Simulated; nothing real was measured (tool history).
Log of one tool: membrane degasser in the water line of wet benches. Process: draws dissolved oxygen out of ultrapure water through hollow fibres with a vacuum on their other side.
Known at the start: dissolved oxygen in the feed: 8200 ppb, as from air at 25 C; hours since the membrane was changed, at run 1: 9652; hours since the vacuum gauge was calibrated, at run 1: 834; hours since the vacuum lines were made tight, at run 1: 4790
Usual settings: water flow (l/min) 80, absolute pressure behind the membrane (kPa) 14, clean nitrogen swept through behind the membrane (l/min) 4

run,hour,water flow (l/min),absolute pressure behind the membrane (kPa),clean nitrogen swept through behind the membrane (l/min),hours since the membrane was changed,hours since the vacuum gauge was calibrated,hours since the vacuum lines were made tight,dissolved oxygen in the water behind the degasser (ppb),pressure that the water loses in the fibres (kPa)
1,0,80,14,4,9652,834,4790,735.1,69.22
2,186.3,80,14,4,9838,1020,4977,731,68.98
3,342.7,80,14,4,9995,1177,5133,729.8,69.04
4,574,80,14,4,10226,1408,5364,733.5,68.74
5,778,80,14,4,10430,1612,5568,733.7,69.09
6,925.2,80,11.6,4,10577,1759,5715,631.9,69.2
7,1142.5,80,11.6,4,10795,1976,5933,640.9,68.83
8,1287.5,80,14,3.7,10940,2121,6078,762.6,68.58
9,1440.6,80,14,3.7,11093,2275,6231,758.8,69.47
10,1595.7,80,14,3.7,11248,2430,6386,769.1,68.39
11,1720.4,80,14,3.7,11373,2554,6511,769,68.59
12,1984.4,64,14,4,11636,2818,6775,575,54.74
13,2179.8,64,14,4,11832,3014,6970,576.7,54.98
14,2450.6,64,14,4,12103,3285,7241,575.9,55.07
# hour 2612.7: vacuum gauge calibrated
15,2721.6,64,14,4,12373,109,7511,568.7,54.75
16,2916.9,64,14,4,12568,304,7707,578.7,55
17,3101.4,64,14,4,12753,489,7891,581.4,54.48
18,3348.6,80,31,5.39,13000,736,8138,1110.3,68.59
19,3519.3,80,31,5.39,13171,907,8309,1116.4,68.52
20,3755.5,80,31,5.39,13407,1143,8545,1084.4,68.17
21,3938.2,80,31,5.39,13590,1326,8728,1097.3,68.12
22,4173.5,80,31,5.39,13825,1561,8963,1099.3,68.56
23,4403,80,31,7.98,14055,1790,9193,871.5,68.16
24,4663.6,80,22.4,4,14315,2051,9453,1032.2,68.11
25,4901.4,94,12.5,2.88,14553,2289,9691,924,80.14
26,5174,94,11.2,2.65,14826,2561,9964,876,80.63
27,5320.2,94,22.1,2.65,14972,2708,10110,1515.2,79.86
# hour 5473.8: seals of the vacuum lines changed
28,5531.8,90,16.9,4,15181,2917,58,941.4,76.32
29,5672.9,88,8.4,9.52,15322,3058,199,458.9,74.24
30,5961.9,49,11.4,9.32,15612,3347,488,232.9,41.82
# hour 6046.9: vacuum gauge calibrated
# hour 6088.3: membrane cartridge changed
31,6184.7,71,8.5,4,96,134,706,450.3,59.91
32,6352.9,80,14,4,265,302,875,732.3,67.91

Some steps in pressure that the water loses in the fibres (kPa) between neighbouring runs. How much of each would the tool show without its hidden state too (settings, what came in, random variation), and how much is left for the hidden state, with any gauge scatter that isn't in both results?
The hidden state here: membrane still open, %; true pressure behind the membrane over the reading, kPa; air that leaks in behind the membrane, l/min; drift of the gauge itself on oxygen_ppb, %; drift of the gauge itself on loss_of_pressure_kpa, %.
Run 17 -> 18: water flow (l/min) 64 -> 80, absolute pressure behind the membrane (kPa) 14 -> 31, clean nitrogen swept through behind the membrane (l/min) 4 -> 5.39. pressure that the water loses in the fibres (kPa) +14.11: hidden state -0.13, all else +14.24.
Run 24 -> 25: water flow (l/min) 80 -> 94, absolute pressure behind the membrane (kPa) 22.4 -> 12.5, clean nitrogen swept through behind the membrane (l/min) 4 -> 2.88. pressure that the water loses in the fibres (kPa) +12.03: hidden state -0.16, all else +12.19.
Run 29 -> 30: water flow (l/min) 88 -> 49, absolute pressure behind the membrane (kPa) 8.4 -> 11.4, clean nitrogen swept through behind the membrane (l/min) 9.52 -> 9.32. pressure that the water loses in the fibres (kPa) -32.42: hidden state +0.37, all else -32.79.
Run 30 -> 31: water flow (l/min) 49 -> 71, absolute pressure behind the membrane (kPa) 11.4 -> 8.5, clean nitrogen swept through behind the membrane (l/min) 9.32 -> 4, vacuum gauge calibrated, membrane cartridge changed. pressure that the water loses in the fibres (kPa) +18.09: hidden state -0.39, all else +18.48.
